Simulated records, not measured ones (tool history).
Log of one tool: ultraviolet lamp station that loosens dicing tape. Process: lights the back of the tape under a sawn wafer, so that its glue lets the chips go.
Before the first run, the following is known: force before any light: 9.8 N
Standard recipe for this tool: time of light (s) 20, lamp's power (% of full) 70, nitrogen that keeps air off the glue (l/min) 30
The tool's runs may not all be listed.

run	hour	time of light (s)	lamp's power (% of full)	nitrogen that keeps air off the glue (l/min)	force that peels the tape off (N)	light that reached the tape (J/m2)
1	0.0	20	70	30	0.509	2040
2	19.5	20	70	30	0.526	2080
3	36.9	20	70	30	0.542	2040
4	61.8	20	70	30	0.544	1980
5	83.8	20	70	30	0.549	1990
6	104.8	20	70	30	0.542	2000
7	127.3	20	70	30	0.554	1990
8	151.2	20	65	30	0.682	1780
9	168.9	20	70	30	0.591	1960
10	190.8	20	70	30	0.588	1930
11	203.6	20	70	30	0.599	1930
12	219.2	20	70	30	0.604	1910
13	230.3	20	70	30	0.605	1910
14	247.3	20	70	30	0.620	1870
15	268.7	20	70	30	0.612	1800
16	287.1	20	70	30	0.643	1820
17	310.5	20	73	30	0.588	1950
18	324.5	20	73	30	0.588	1910
19	349.9	20	73	30	0.613	1900
20	361.0	31	73	30	0.259	2910
21	377.5	31	73	30	0.261	2910
22	398.3	33	75	30	0.222	3170
23	421.1	33	75	30	0.222	3140
# hour 427.6: window cleaned of glue's vapour
24	441.0	16	93	17	1.225	1670
25	458.3	35	68	28	0.286	2700
26	470.6	35	68	28	0.301	2670
27	486.4	35	68	28	0.296	2670
28	497.4	20	98	30	0.441	2190
# hour 500.3: window cleaned of glue's vapour, once more
29	517.1	20	77	56	0.278	2210
30	527.8	14	73	12	2.145	1460
31	539.5	10	64	45	1.888	900
32	557.0	13	64	26	1.682	1160
33	575.2	16	68	30	0.948	1560
34	599.3	16	68	30	0.979	1530
35	618.0	16	76	23	0.968	1670
36	635.5	16	61	23	1.511	1350
37	660.8	16	61	23	1.478	1340
38	681.1	13	71	16	2.236	1250
39	699.1	13	71	16	2.234	1230
40	712.8	12	76	40	1.243	1200

Measured minus without-hidden-state, run by run (identical run-to-run variation in each term; gauge scatter may differ):
The tool's hidden condition here consists of: lamp's light, % of a new lamp's; light that the window lets through, % of a clean one's; drift of the gauge itself on peel_n, %; drift of the gauge itself on dose_mj_cm2, %.
run	force that peels the tape off (N)	light that reached the tape (J/m2)
1	+0.157	-370
2	+0.165	-390
3	+0.175	-390
4	+0.180	-410
5	+0.190	-430
6	+0.194	-430
7	+0.201	-450
8	+0.257	-430
9	+0.225	-480
10	+0.230	-490
11	+0.239	-500
12	+0.249	-510
13	+0.249	-520
14	+0.259	-520
15	+0.262	-530
16	+0.276	-540
17	+0.260	-590
18	+0.264	-590
19	+0.277	-610
20	+0.063	-970
21	+0.067	-980
22	+0.046	-1100
23	+0.047	-1120
24	+0.705	-850
25	+0.111	-1380
26	+0.117	-1380
27	+0.115	-1390
28	+0.226	-1170
29	+0.062	-440
30	+0.550	-290
31	+0.514	-190
32	+0.485	-250
33	+0.332	-330
34	+0.351	-350
35	+0.356	-390
36	+0.513	-330
37	+0.520	-340
38	+0.700	-330
39	+0.714	-340
40	+0.493	-330
